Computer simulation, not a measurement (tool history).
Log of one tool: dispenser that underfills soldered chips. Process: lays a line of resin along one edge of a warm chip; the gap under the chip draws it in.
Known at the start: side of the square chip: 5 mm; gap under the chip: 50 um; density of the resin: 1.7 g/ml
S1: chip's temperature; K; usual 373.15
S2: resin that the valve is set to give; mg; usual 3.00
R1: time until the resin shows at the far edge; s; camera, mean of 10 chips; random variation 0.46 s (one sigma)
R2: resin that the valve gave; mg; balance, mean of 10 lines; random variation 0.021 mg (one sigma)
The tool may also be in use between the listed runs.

run,hour,S1,S2,R1,R2
1,0.0,373.15,3.00,35.4,3.01
2,3.1,373.15,3.31,39.3,3.30
3,8.3,373.15,3.31,46.8,3.29
# hour 9.3: new syringe of resin
4,12.8,373.15,2.84,38.8,2.78
5,16.9,373.15,3.00,45.3,2.99
# hour 19.2: new syringe of resin
6,22.4,373.15,3.00,37.4,2.98
7,28.6,373.15,3.00,47.4,2.96
# hour 29.5: new syringe of resin
8,33.9,373.15,3.00,39.5,2.94
9,37.1,373.15,3.00,44.2,2.95
# hour 39.7: new syringe of resin
10,41.0,373.15,3.81,35.6,3.72
11,44.7,373.15,3.81,40.4,3.73
# hour 50.1: new syringe of resin
12,51.0,386.15,2.86,21.1,2.79
13,57.2,386.15,2.86,25.2,2.75
# hour 60.1: new syringe of resin
14,62.8,367.15,3.56,47.8,3.44
15,68.1,381.15,2.52,33.7,2.42
# hour 70.4: new syringe of resin
16,73.6,385.15,2.62,23.5,2.51
17,78.4,385.15,3.39,26.8,3.27
# hour 80.6: new syringe of resin
18,82.8,385.15,3.39,21.8,3.24
19,86.0,374.15,3.09,37.8,2.93
# hour 90.8: new syringe of resin
20,90.8,380.15,2.93,26.1,2.76
21,95.1,374.15,3.19,37.4,3.04

Forecast each of these 3 alternatives for the next run:
A,98.2,359.15,3.13,?,?
B,98.2,371.15,3.25,?,?
C,98.2,359.15,3.48,?,?

run,R1,R2
A,80.6,3.02
B,46.2,3.06
C,79.2,3.29
Without the tool's hidden state the same runs would have given:
run,R1,R2
A,64.0,3.17
B,36.7,3.22
C,63.2,3.46
